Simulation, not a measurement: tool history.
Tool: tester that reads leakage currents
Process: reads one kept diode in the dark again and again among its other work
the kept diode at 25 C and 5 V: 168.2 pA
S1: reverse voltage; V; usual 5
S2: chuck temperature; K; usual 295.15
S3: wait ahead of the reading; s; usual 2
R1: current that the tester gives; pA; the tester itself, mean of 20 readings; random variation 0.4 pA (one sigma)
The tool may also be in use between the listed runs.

run    hour     S1      S2    S3       R1
  1       0      5  295.15     2   125.28
  2      87      5  295.15     2   125.66
  3   172.3   2.82  295.15     2    91.02
  4   215.9   2.82  295.15     2    90.64
  5   277.4      5  295.15     2   124.77
  6   353.9      5  295.15     2    124.3
  7   459.9      5  295.15     2   122.81
  8   517.3      5  295.15     2   123.16
  9   573.2      5  295.15     2    122.4
 10   661.9      5  295.15     2   122.01
 11   762.5      5  308.15     2   338.09
 12   837.6      5  308.15     2   338.47
 13   892.9      5  308.15     2   336.11
 14   946.7      5  308.15     2   336.03
 15    1042      5  330.15     2  1595.19
 16  1137.2      5  294.15  4.93   109.31
 17  1227.9      5  294.15  4.93   108.54
 18  1310.9    2.9  303.15  2.23   164.84
 19  1412.2   9.74  303.15  2.23   323.05
 20    1491   9.74  303.15  2.23    321.5
 21  1574.8   9.74  303.15  0.33   329.52
 22  1676.8   5.61  300.15  1.15   186.05
 23  1741.8   5.61  300.15  1.15   185.83
 24  1836.2   3.29  293.15  1.66    77.32
 25    1935  12.71  293.15  1.66   166.75
 26  1989.6  12.71  293.15  1.66   166.46

5 ways to go on from here, each from the tool as it stands after run 26. What would each give?
  A  2082.9  9.19  307.15  1.66   ?
  B  2082.9  1.09  327.15     2   ?
  C  2082.9   5.5  306.15  2.52   ?
  D  2082.9     5  295.15  4.15   ?
  E  2082.9  9.71  293.15  8.05   ?

run      R1
  A  412.87
  B  534.91
  C  288.25
  D  113.44
  E  140.58
Without the tool's hidden state the same runs would have given:
run      R1
  A  480.25
  B   617.2
  C  336.42
  D  132.18
  E  161.75
